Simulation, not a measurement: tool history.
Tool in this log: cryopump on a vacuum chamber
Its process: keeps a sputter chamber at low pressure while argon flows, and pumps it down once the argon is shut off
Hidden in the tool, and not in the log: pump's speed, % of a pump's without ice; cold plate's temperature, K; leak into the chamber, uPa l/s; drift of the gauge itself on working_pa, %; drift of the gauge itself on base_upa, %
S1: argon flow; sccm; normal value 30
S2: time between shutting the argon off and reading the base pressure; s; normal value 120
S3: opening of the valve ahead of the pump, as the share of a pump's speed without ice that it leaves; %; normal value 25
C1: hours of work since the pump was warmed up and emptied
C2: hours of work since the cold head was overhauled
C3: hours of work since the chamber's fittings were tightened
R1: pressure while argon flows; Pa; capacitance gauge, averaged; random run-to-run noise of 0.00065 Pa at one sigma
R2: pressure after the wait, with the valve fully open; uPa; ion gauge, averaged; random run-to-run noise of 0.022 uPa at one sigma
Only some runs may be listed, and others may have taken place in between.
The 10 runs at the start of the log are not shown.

{"run": 11, "hour": 598.1, "S1": 30, "S2": 22, "S3": 25, "C1": 902, "C2": 902, "C3": 60, "R1": 0.1132, "R2": 3.04}
{"run": 12, "hour": 666.5, "S1": 30, "S2": 120, "S3": 22, "C1": 934, "C2": 934, "C3": 91, "R1": 0.126, "R2": 0.85}
{"run": 13, "hour": 727.5, "S1": 30, "S2": 120, "S3": 25, "C1": 962, "C2": 962, "C3": 120, "R1": 0.114, "R2": 0.85}
{"run": 14, "hour": 765.3, "S1": 30, "S2": 120, "S3": 19, "C1": 979, "C2": 979, "C3": 137, "R1": 0.146, "R2": 0.9}
{"run": 15, "hour": 806.6, "S1": 30, "S2": 120, "S3": 19, "C1": 999, "C2": 999, "C3": 156, "R1": 0.1456, "R2": 0.91}
{"run": 16, "hour": 877.9, "S1": 30, "S2": 120, "S3": 19, "C1": 1031, "C2": 1031, "C3": 189, "R1": 0.145, "R2": 0.92}
{"run": 17, "hour": 923.0, "S1": 27, "S2": 102, "S3": 36, "C1": 1052, "C2": 1052, "C3": 210, "R1": 0.0741, "R2": 1.12}
{"hour": 948.9, "done": "pump warmed up, emptied and cooled again"}
{"run": 18, "hour": 1011.8, "S1": 12, "S2": 48, "S3": 36, "C1": 29, "C2": 1091, "C3": 248, "R1": 0.0296, "R2": 1.67}
{"run": 19, "hour": 1074.7, "S1": 17, "S2": 48, "S3": 27, "C1": 58, "C2": 1120, "C3": 277, "R1": 0.0551, "R2": 1.66}
{"run": 20, "hour": 1144.6, "S1": 17, "S2": 48, "S3": 27, "C1": 90, "C2": 1152, "C3": 310, "R1": 0.0555, "R2": 1.73}
{"run": 21, "hour": 1189.1, "S1": 55, "S2": 143, "S3": 24, "C1": 111, "C2": 1173, "C3": 330, "R1": 0.202, "R2": 0.9}
{"run": 22, "hour": 1256.1, "S1": 14, "S2": 143, "S3": 60, "C1": 142, "C2": 1203, "C3": 361, "R1": 0.0203, "R2": 0.9}
{"run": 23, "hour": 1343.3, "S1": 30, "S2": 49, "S3": 35, "C1": 182, "C2": 1244, "C3": 401, "R1": 0.0773, "R2": 1.78}
{"run": 24, "hour": 1385.7, "S1": 21, "S2": 237, "S3": 27, "C1": 201, "C2": 1263, "C3": 421, "R1": 0.069, "R2": 0.8}
{"run": 25, "hour": 1462.4, "S1": 19, "S2": 213, "S3": 28, "C1": 237, "C2": 1298, "C3": 456, "R1": 0.06, "R2": 0.87}
{"run": 26, "hour": 1511.5, "S1": 30, "S2": 79, "S3": 19, "C1": 259, "C2": 1321, "C3": 479, "R1": 0.1391, "R2": 1.34}
{"run": 27, "hour": 1561.9, "S1": 14, "S2": 145, "S3": 30, "C1": 283, "C2": 1344, "C3": 502, "R1": 0.042, "R2": 1.07}
{"run": 28, "hour": 1621.6, "S1": 36, "S2": 269, "S3": 20, "C1": 310, "C2": 1372, "C3": 529, "R1": 0.1597, "R2": 0.92}
{"run": 29, "hour": 1713.2, "S1": 20, "S2": 269, "S3": 53, "C1": 352, "C2": 1414, "C3": 572, "R1": 0.0355, "R2": 0.94}

Forecast run 30:
{"run": 30, "hour": 1763.8, "S1": 56, "S2": 147, "S3": 25, "C1": 376, "C2": 1437, "C3": 595, "R1": "?", "R2": "?"}

{"run 30": {"R1": 0.2019, "R2": 1.17}}
Had the tool carried no hidden state, the very same run would have given R1 0.1952 Pa, R2 0.57 uPa.
